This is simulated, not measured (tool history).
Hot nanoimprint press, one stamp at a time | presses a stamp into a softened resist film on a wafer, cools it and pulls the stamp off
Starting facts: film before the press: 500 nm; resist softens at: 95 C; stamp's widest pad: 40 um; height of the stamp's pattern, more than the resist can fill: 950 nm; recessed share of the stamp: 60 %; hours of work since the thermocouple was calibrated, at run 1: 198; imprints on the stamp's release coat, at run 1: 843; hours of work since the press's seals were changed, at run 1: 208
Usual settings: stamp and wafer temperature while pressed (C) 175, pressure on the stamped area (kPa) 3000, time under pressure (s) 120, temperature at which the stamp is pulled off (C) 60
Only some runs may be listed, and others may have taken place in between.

run,hour,stamp and wafer temperature while pressed (C),pressure on the stamped area (kPa),time under pressure (s),temperature at which the stamp is pulled off (C),hours of work since the thermocouple was calibrated,imprints on the stamp's release coat,hours of work since the press's seals were changed,resist left under the stamp's widest pad (nm),greatest force while the stamp is pulled off (N)
1,0,175,3000,120,60,198,843,208,220.2,177
2,8.8,175,3000,120,60,202,860,212,221,179
3,14.8,175,3000,120,60,205,871,215,221.2,176
4,21.2,175,3000,66,60,208,884,218,277,177
5,29.7,175,3000,66,60,212,900,222,277.6,180
6,41,179,3000,66,60,217,922,227,243.6,177
7,50.2,175,3000,120,60,221,940,231,222.7,177
8,60.3,175,3000,120,60,226,959,235,223.3,178
9,68.7,175,3000,120,60,230,976,239,224.1,173
10,77.5,175,3000,120,60,234,992,243,223.5,176
11,87,175,3000,120,60,238,1011,248,224.3,178
12,94.6,175,3000,120,60,241,1025,251,225.4,174
# hour 100.5: gauge calibrated
13,100.8,175,3000,120,60,244,1037,254,220.7,176
14,106,175,3000,120,60,246,1047,256,220.8,179
15,116.2,175,3000,120,60,251,1067,261,221.9,177
16,124.5,183,2180,167,68,255,1083,265,164.3,155
17,131.4,175,3000,120,55,258,1096,268,221.8,192
18,139.7,175,2880,63,61,262,1112,271,287.7,177
19,146.9,175,3000,70,60,265,1126,275,272.5,175
20,158.3,175,2350,120,60,270,1148,280,247,177
21,167.2,175,2350,120,60,274,1166,284,246.9,182
22,177.8,177,1890,156,46,279,1186,289,227.8,211
23,187.4,177,1890,125,68,283,1205,293,248,159
24,197.3,177,1890,125,68,288,1224,298,248.9,156
25,202.3,177,1890,197,59,290,1233,300,207.8,179
26,209.6,177,2150,197,59,294,1247,303,197,178
27,220.4,177,2150,197,59,298,1268,308,197.6,182
28,228.7,177,2150,197,59,302,1284,312,198.2,177
29,237.5,177,2150,197,59,306,1301,316,198.7,179
30,249.1,185,3000,218,63,311,1324,321,118.5,171

4 ways to go on from here, each from the tool as it stands after run 30. What would each give?
A,259.8,187,4200,218,63,316,1344,326,?,?
B,259.8,175,3120,108,63,316,1344,326,?,?
C,259.8,175,2200,120,60,316,1344,326,?,?
D,259.8,175,3000,120,51,316,1344,326,?,?

run,resist left under the stamp's widest pad (nm),greatest force while the stamp is pulled off (N)
A,93.3,170
B,233,171
C,258.3,177
D,227.3,194
With no hidden state in the tool, these same runs would have given:
run,resist left under the stamp's widest pad (nm),greatest force while the stamp is pulled off (N)
A,90.6,168
B,226.4,169
C,250.9,176
D,220.8,192
